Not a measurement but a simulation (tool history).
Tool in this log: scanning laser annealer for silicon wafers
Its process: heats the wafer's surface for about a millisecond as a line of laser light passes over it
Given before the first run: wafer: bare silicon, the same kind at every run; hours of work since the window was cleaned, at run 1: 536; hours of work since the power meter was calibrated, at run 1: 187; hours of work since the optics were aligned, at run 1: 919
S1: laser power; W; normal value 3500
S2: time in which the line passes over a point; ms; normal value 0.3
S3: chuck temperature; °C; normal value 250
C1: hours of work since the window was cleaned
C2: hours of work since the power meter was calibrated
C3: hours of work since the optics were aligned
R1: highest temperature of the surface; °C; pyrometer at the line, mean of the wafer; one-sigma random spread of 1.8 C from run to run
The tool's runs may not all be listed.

{"run": 1, "hour": 0.0, "S1": 3500, "S2": 0.3, "S3": 250, "C1": 536, "C2": 187, "C3": 919, "R1": 997}
{"run": 2, "hour": 17.6, "S1": 3500, "S2": 0.3, "S3": 250, "C1": 547, "C2": 198, "C3": 931, "R1": 992}
{"run": 3, "hour": 31.7, "S1": 3500, "S2": 0.26, "S3": 250, "C1": 557, "C2": 208, "C3": 940, "R1": 946}
{"run": 4, "hour": 42.9, "S1": 3220, "S2": 0.3, "S3": 250, "C1": 564, "C2": 215, "C3": 947, "R1": 927}
{"run": 5, "hour": 55.5, "S1": 3220, "S2": 0.3, "S3": 250, "C1": 572, "C2": 223, "C3": 955, "R1": 921}
{"run": 6, "hour": 66.6, "S1": 3220, "S2": 0.347, "S3": 250, "C1": 579, "C2": 230, "C3": 963, "R1": 970}
{"run": 7, "hour": 81.5, "S1": 2992, "S2": 0.347, "S3": 250, "C1": 589, "C2": 240, "C3": 972, "R1": 915}
{"run": 8, "hour": 97.8, "S1": 2992, "S2": 0.347, "S3": 250, "C1": 600, "C2": 251, "C3": 983, "R1": 910}
{"run": 9, "hour": 108.2, "S1": 3500, "S2": 0.3, "S3": 250, "C1": 606, "C2": 257, "C3": 990, "R1": 996}
{"run": 10, "hour": 121.1, "S1": 3500, "S2": 0.3, "S3": 250, "C1": 615, "C2": 266, "C3": 998, "R1": 990}
{"run": 11, "hour": 137.6, "S1": 3500, "S2": 0.3, "S3": 235, "C1": 626, "C2": 276, "C3": 1009, "R1": 975}
{"run": 12, "hour": 151.5, "S1": 3500, "S2": 0.3, "S3": 235, "C1": 635, "C2": 286, "C3": 1018, "R1": 976}
{"run": 13, "hour": 164.9, "S1": 3500, "S2": 0.3, "S3": 235, "C1": 643, "C2": 294, "C3": 1027, "R1": 977}
{"run": 14, "hour": 173.9, "S1": 3500, "S2": 0.367, "S3": 250, "C1": 649, "C2": 300, "C3": 1032, "R1": 1064}
{"run": 15, "hour": 191.4, "S1": 3500, "S2": 0.3, "S3": 289, "C1": 661, "C2": 312, "C3": 1044, "R1": 1030}
{"run": 16, "hour": 201.5, "S1": 3500, "S2": 0.3, "S3": 289, "C1": 667, "C2": 318, "C3": 1050, "R1": 1027}
{"run": 17, "hour": 210.4, "S1": 3500, "S2": 0.333, "S3": 250, "C1": 673, "C2": 324, "C3": 1056, "R1": 1025}
{"run": 18, "hour": 220.6, "S1": 3500, "S2": 0.333, "S3": 250, "C1": 680, "C2": 331, "C3": 1063, "R1": 1030}
{"hour": 224.1, "done": "window over the wafer cleaned"}
{"run": 19, "hour": 239.8, "S1": 3500, "S2": 0.333, "S3": 250, "C1": 10, "C2": 342, "C3": 1074, "R1": 1019}
{"run": 20, "hour": 248.1, "S1": 3500, "S2": 0.333, "S3": 250, "C1": 16, "C2": 347, "C3": 1079, "R1": 1018}
{"run": 21, "hour": 257.4, "S1": 3589, "S2": 0.3, "S3": 250, "C1": 22, "C2": 353, "C3": 1086, "R1": 1005}
{"run": 22, "hour": 275.2, "S1": 3770, "S2": 0.3, "S3": 263, "C1": 33, "C2": 365, "C3": 1097, "R1": 1060}
{"run": 23, "hour": 283.1, "S1": 3063, "S2": 0.274, "S3": 223, "C1": 38, "C2": 370, "C3": 1102, "R1": 826}
{"run": 24, "hour": 301.3, "S1": 3347, "S2": 0.211, "S3": 223, "C1": 50, "C2": 382, "C3": 1114, "R1": 811}
{"run": 25, "hour": 316.5, "S1": 3500, "S2": 0.3, "S3": 276, "C1": 60, "C2": 392, "C3": 1124, "R1": 1006}
{"hour": 322.9, "done": "window over the wafer cleaned, once more"}
{"run": 26, "hour": 336.5, "S1": 3500, "S2": 0.3, "S3": 276, "C1": 9, "C2": 403, "C3": 1136, "R1": 1027}
{"run": 27, "hour": 344.9, "S1": 3666, "S2": 0.29, "S3": 249, "C1": 14, "C2": 409, "C3": 1141, "R1": 1027}
{"run": 28, "hour": 357.0, "S1": 3252, "S2": 0.307, "S3": 250, "C1": 22, "C2": 417, "C3": 1149, "R1": 948}
{"run": 29, "hour": 370.9, "S1": 3621, "S2": 0.27, "S3": 250, "C1": 31, "C2": 426, "C3": 1158, "R1": 993}
{"run": 30, "hour": 386.8, "S1": 3621, "S2": 0.355, "S3": 254, "C1": 42, "C2": 436, "C3": 1168, "R1": 1095}
{"run": 31, "hour": 400.2, "S1": 3049, "S2": 0.276, "S3": 279, "C1": 50, "C2": 445, "C3": 1177, "R1": 890}
{"run": 32, "hour": 415.1, "S1": 3049, "S2": 0.276, "S3": 279, "C1": 60, "C2": 455, "C3": 1187, "R1": 893}
{"run": 33, "hour": 431.0, "S1": 3721, "S2": 0.309, "S3": 250, "C1": 70, "C2": 465, "C3": 1197, "R1": 1064}
{"run": 34, "hour": 446.0, "S1": 3500, "S2": 0.224, "S3": 250, "C1": 80, "C2": 475, "C3": 1207, "R1": 900}
{"run": 35, "hour": 461.9, "S1": 3500, "S2": 0.224, "S3": 250, "C1": 90, "C2": 485, "C3": 1217, "R1": 906}
{"run": 36, "hour": 476.9, "S1": 3500, "S2": 0.224, "S3": 250, "C1": 100, "C2": 495, "C3": 1227, "R1": 900}
{"run": 37, "hour": 492.7, "S1": 3628, "S2": 0.314, "S3": 239, "C1": 111, "C2": 505, "C3": 1237, "R1": 1036}
{"run": 38, "hour": 501.9, "S1": 3500, "S2": 0.368, "S3": 247, "C1": 117, "C2": 511, "C3": 1243, "R1": 1069}
{"run": 39, "hour": 513.4, "S1": 3500, "S2": 0.368, "S3": 255, "C1": 124, "C2": 519, "C3": 1251, "R1": 1077}
{"run": 40, "hour": 527.3, "S1": 3072, "S2": 0.368, "S3": 231, "C1": 133, "C2": 528, "C3": 1260, "R1": 938}
{"run": 41, "hour": 542.6, "S1": 3720, "S2": 0.241, "S3": 285, "C1": 143, "C2": 538, "C3": 1270, "R1": 1005}

Entry by entry between the runs, the difference in hidden state between the last listed run before and the first listed run after:
Logged between run 18 and run 19: window over the wafer cleaned (hour 224.1)
  light that passes the window, % of a clean one's: 98.44 -> 97.74; width of the line over the set one, %: 3.2 -> 3.24
  measured minus no-state result, R1: -32 -> -38 °C
Logged between run 25 and run 26: window over the wafer cleaned, once more (hour 322.9)
  light that passes the window, % of a clean one's: 97.63 -> 99.91; width of the line over the set one, %: 3.37 -> 3.4
  measured minus no-state result, R1: -39 -> -19 °C
